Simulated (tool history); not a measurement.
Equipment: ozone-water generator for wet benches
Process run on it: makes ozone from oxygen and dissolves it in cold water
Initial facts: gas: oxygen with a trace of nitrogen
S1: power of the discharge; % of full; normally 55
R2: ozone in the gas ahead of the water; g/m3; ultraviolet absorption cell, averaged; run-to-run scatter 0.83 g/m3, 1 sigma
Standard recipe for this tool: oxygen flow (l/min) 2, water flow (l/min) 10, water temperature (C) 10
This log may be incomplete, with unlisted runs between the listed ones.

run 1 hour=0 | S1=55 oxygen_flow_(l/min)=2 water_flow_(l/min)=10 water_temperature_(C)=10 | dissolved_ozone_(ppm)=11.8 R2=120.5
run 2 hour=114.1 | S1=55 oxygen_flow_(l/min)=2 water_flow_(l/min)=10 water_temperature_(C)=10 | dissolved_ozone_(ppm)=11.9 R2=118.5
run 3 hour=253.7 | S1=55 oxygen_flow_(l/min)=2 water_flow_(l/min)=10 water_temperature_(C)=10 | dissolved_ozone_(ppm)=11.6 R2=118.2
run 4 hour=387.5 | S1=55 oxygen_flow_(l/min)=2 water_flow_(l/min)=10 water_temperature_(C)=10 | dissolved_ozone_(ppm)=11.7 R2=119.4
run 5 hour=499.1 | S1=55 oxygen_flow_(l/min)=2 water_flow_(l/min)=10 water_temperature_(C)=5 | dissolved_ozone_(ppm)=12.3 R2=118
run 6 hour=610.9 | S1=55 oxygen_flow_(l/min)=2 water_flow_(l/min)=10 water_temperature_(C)=5 | dissolved_ozone_(ppm)=12.2 R2=119
-- hour=775.4 water thermometer calibrated
run 7 hour=799.3 | S1=55 oxygen_flow_(l/min)=2 water_flow_(l/min)=10 water_temperature_(C)=5 | dissolved_ozone_(ppm)=12.4 R2=117.4

Estimate the outcome of run 8 from the log above:
run 8 hour=988.1 | S1=55 oxygen_flow_(l/min)=1.21 water_flow_(l/min)=10 water_temperature_(C)=10 | dissolved_ozone_(ppm)=? R2=?

dissolved ozone (ppm): 9.8
R2: 145.9 g/m3
On a tool with no hidden condition, and with the same random variation, this run would have come out at dissolved ozone (ppm) 11.2, R2 163.5 g/m3.
